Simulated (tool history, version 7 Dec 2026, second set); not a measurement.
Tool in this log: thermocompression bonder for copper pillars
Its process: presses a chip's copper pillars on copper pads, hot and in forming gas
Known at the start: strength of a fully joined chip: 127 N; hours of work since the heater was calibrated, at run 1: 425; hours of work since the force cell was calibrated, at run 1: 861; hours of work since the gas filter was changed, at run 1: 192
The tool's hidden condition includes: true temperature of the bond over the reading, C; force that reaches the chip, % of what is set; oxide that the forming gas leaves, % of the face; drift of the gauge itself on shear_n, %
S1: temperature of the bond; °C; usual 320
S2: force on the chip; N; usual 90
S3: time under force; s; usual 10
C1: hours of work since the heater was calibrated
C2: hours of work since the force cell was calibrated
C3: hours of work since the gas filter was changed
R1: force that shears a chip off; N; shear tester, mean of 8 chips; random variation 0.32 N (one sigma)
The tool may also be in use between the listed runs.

{"run": 1, "hour": 0.0, "S1": 320, "S2": 90, "S3": 10, "C1": 425, "C2": 861, "C3": 192, "R1": 65.3}
{"run": 2, "hour": 52.4, "S1": 320, "S2": 86, "S3": 10, "C1": 453, "C2": 890, "C3": 221, "R1": 62.3}
{"run": 3, "hour": 142.3, "S1": 320, "S2": 86, "S3": 10, "C1": 502, "C2": 939, "C3": 270, "R1": 61.6}
{"run": 4, "hour": 184.5, "S1": 320, "S2": 90, "S3": 13, "C1": 525, "C2": 962, "C3": 293, "R1": 70.1}
{"run": 5, "hour": 279.2, "S1": 320, "S2": 90, "S3": 13, "C1": 577, "C2": 1013, "C3": 344, "R1": 70.2}
{"hour": 328.1, "done": "forming gas filter changed"}
{"run": 6, "hour": 371.7, "S1": 320, "S2": 90, "S3": 13, "C1": 627, "C2": 1063, "C3": 24, "R1": 74.1}
{"run": 7, "hour": 445.0, "S1": 320, "S2": 90, "S3": 13, "C1": 666, "C2": 1103, "C3": 64, "R1": 73.3}
{"run": 8, "hour": 499.3, "S1": 320, "S2": 90, "S3": 10, "C1": 696, "C2": 1133, "C3": 93, "R1": 67.9}
{"run": 9, "hour": 552.0, "S1": 320, "S2": 90, "S3": 10, "C1": 725, "C2": 1161, "C3": 122, "R1": 67.2}
{"run": 10, "hour": 598.3, "S1": 320, "S2": 81, "S3": 10, "C1": 750, "C2": 1186, "C3": 147, "R1": 60.1}
{"run": 11, "hour": 685.0, "S1": 320, "S2": 81, "S3": 10, "C1": 797, "C2": 1234, "C3": 194, "R1": 60.1}
{"run": 12, "hour": 773.0, "S1": 320, "S2": 81, "S3": 10, "C1": 845, "C2": 1282, "C3": 242, "R1": 59.6}
{"hour": 780.1, "done": "heater calibrated with a thermocouple chip"}
{"run": 13, "hour": 865.5, "S1": 320, "S2": 98, "S3": 10, "C1": 46, "C2": 1331, "C3": 291, "R1": 72.6}
{"run": 14, "hour": 931.0, "S1": 320, "S2": 98, "S3": 10, "C1": 82, "C2": 1367, "C3": 327, "R1": 72.1}
{"hour": 1012.2, "done": "forming gas filter changed"}
{"run": 15, "hour": 1026.3, "S1": 320, "S2": 98, "S3": 10, "C1": 134, "C2": 1418, "C3": 8, "R1": 76.9}
{"hour": 1106.1, "done": "heater calibrated with a thermocouple chip, once more"}
{"run": 16, "hour": 1111.3, "S1": 320, "S2": 90, "S3": 10, "C1": 3, "C2": 1463, "C3": 53, "R1": 66.2}
{"run": 17, "hour": 1161.4, "S1": 320, "S2": 90, "S3": 10, "C1": 30, "C2": 1491, "C3": 80, "R1": 65.7}
{"run": 18, "hour": 1229.2, "S1": 320, "S2": 90, "S3": 10, "C1": 67, "C2": 1528, "C3": 117, "R1": 65.5}
{"run": 19, "hour": 1292.6, "S1": 320, "S2": 61, "S3": 10, "C1": 102, "C2": 1562, "C3": 152, "R1": 43}
{"run": 20, "hour": 1368.2, "S1": 320, "S2": 90, "S3": 10, "C1": 143, "C2": 1603, "C3": 193, "R1": 65.4}
{"run": 21, "hour": 1437.9, "S1": 320, "S2": 90, "S3": 10, "C1": 181, "C2": 1641, "C3": 231, "R1": 65.1}
{"run": 22, "hour": 1489.0, "S1": 320, "S2": 90, "S3": 10, "C1": 208, "C2": 1669, "C3": 258, "R1": 64.7}
{"run": 23, "hour": 1564.2, "S1": 320, "S2": 90, "S3": 13, "C1": 249, "C2": 1710, "C3": 299, "R1": 70.6}
{"run": 24, "hour": 1657.3, "S1": 293, "S2": 119, "S3": 6, "C1": 300, "C2": 1761, "C3": 350, "R1": 54.1}
{"hour": 1692.3, "done": "forming gas filter changed"}
{"run": 25, "hour": 1750.4, "S1": 293, "S2": 72, "S3": 6, "C1": 350, "C2": 1811, "C3": 32, "R1": 32.3}
{"run": 26, "hour": 1818.7, "S1": 293, "S2": 61, "S3": 6, "C1": 388, "C2": 1848, "C3": 69, "R1": 25.9}
{"run": 27, "hour": 1881.1, "S1": 290, "S2": 106, "S3": 10, "C1": 422, "C2": 1882, "C3": 103, "R1": 59.6}
{"run": 28, "hour": 1934.4, "S1": 290, "S2": 106, "S3": 10, "C1": 451, "C2": 1911, "C3": 132, "R1": 58.9}
{"run": 29, "hour": 2006.8, "S1": 318, "S2": 104, "S3": 7, "C1": 490, "C2": 1951, "C3": 171, "R1": 67.7}
{"run": 30, "hour": 2049.0, "S1": 320, "S2": 95, "S3": 20, "C1": 513, "C2": 1973, "C3": 194, "R1": 85.9}
{"run": 31, "hour": 2129.5, "S1": 293, "S2": 95, "S3": 10, "C1": 557, "C2": 2017, "C3": 238, "R1": 53.9}
{"run": 32, "hour": 2173.7, "S1": 329, "S2": 95, "S3": 10, "C1": 581, "C2": 2041, "C3": 262, "R1": 76}
{"run": 33, "hour": 2211.8, "S1": 316, "S2": 66, "S3": 10, "C1": 602, "C2": 2062, "C3": 283, "R1": 46}
{"hour": 2290.7, "done": "force cell calibrated"}
{"run": 34, "hour": 2294.6, "S1": 316, "S2": 66, "S3": 10, "C1": 646, "C2": 2, "C3": 327, "R1": 44.5}
{"run": 35, "hour": 2347.9, "S1": 320, "S2": 118, "S3": 10, "C1": 675, "C2": 31, "C3": 356, "R1": 80.9}
{"hour": 2373.8, "done": "forming gas filter changed"}
{"run": 36, "hour": 2401.4, "S1": 320, "S2": 73, "S3": 25, "C1": 704, "C2": 60, "C3": 15, "R1": 74.6}
{"run": 37, "hour": 2454.0, "S1": 320, "S2": 73, "S3": 25, "C1": 732, "C2": 89, "C3": 44, "R1": 74.6}
{"run": 38, "hour": 2511.8, "S1": 332, "S2": 93, "S3": 9, "C1": 764, "C2": 120, "C3": 75, "R1": 74.9}
{"run": 39, "hour": 2602.3, "S1": 332, "S2": 93, "S3": 9, "C1": 813, "C2": 169, "C3": 124, "R1": 73.9}
{"run": 40, "hour": 2645.1, "S1": 327, "S2": 128, "S3": 25, "C1": 836, "C2": 193, "C3": 148, "R1": 111.2}

Describe how what the log doesn't record of the tool's condition differs between the last listed run preceding each entry between runs and the first listed run following it.
Runs 5 to 6: forming gas filter changed (hour 328.1)
  true temperature of the bond over the reading, C: 2.1 -> 2.4; oxide that the forming gas leaves, % of the face: 5.91 -> 0.97
  measured value less the no-hidden-state value, R1: -1 -> +2.9 N
Runs 12 to 13: heater calibrated with a thermocouple chip (hour 780.1)
  true temperature of the bond over the reading, C: 3.9 -> 6.4; force that reaches the chip, % of what is set: 102.9 -> 103; oxide that the forming gas leaves, % of the face: 4.6 -> 5.47
  measured value less the no-hidden-state value, R1: +1.5 -> +2.3 N
Runs 14 to 15: forming gas filter changed (hour 1012.2)
  true temperature of the bond over the reading, C: 6.6 -> 7; force that reaches the chip, % of what is set: 103 -> 103.1; oxide that the forming gas leaves, % of the face: 6.09 -> 0.72
  measured value less the no-hidden-state value, R1: +2 -> +6.5 N
Runs 15 to 16: heater calibrated with a thermocouple chip, once more (hour 1106.1)
  true temperature of the bond over the reading, C: 7 -> -0.3; force that reaches the chip, % of what is set: 103.1 -> 103.2; oxide that the forming gas leaves, % of the face: 0.72 -> 1.47
  measured value less the no-hidden-state value, R1: +6.5 -> +1.2 N
Runs 24 to 25: forming gas filter changed (hour 1692.3)
  true temperature of the bond over the reading, C: 1.8 -> 2.1; force that reaches the chip, % of what is set: 103.7 -> 103.8; oxide that the forming gas leaves, % of the face: 6.38 -> 1.06
  measured value less the no-hidden-state value, R1: -0.1 -> +2.2 N
Runs 33 to 34: force cell calibrated (hour 2290.7)
  true temperature of the bond over the reading, C: 3.9 -> 4.2; force that reaches the chip, % of what is set: 104.2 -> 100.5; oxide that the forming gas leaves, % of the face: 5.28 -> 6.02
  measured value less the no-hidden-state value, R1: +2 -> -0.2 N
Runs 35 to 36: forming gas filter changed (hour 2373.8)
  true temperature of the bond over the reading, C: 4.5 -> 4.7; force that reaches the chip, % of what is set: 100.5 -> 100.6; oxide that the forming gas leaves, % of the face: 6.48 -> 0.94
  measured value less the no-hidden-state value, R1: -1.9 -> +3.1 N
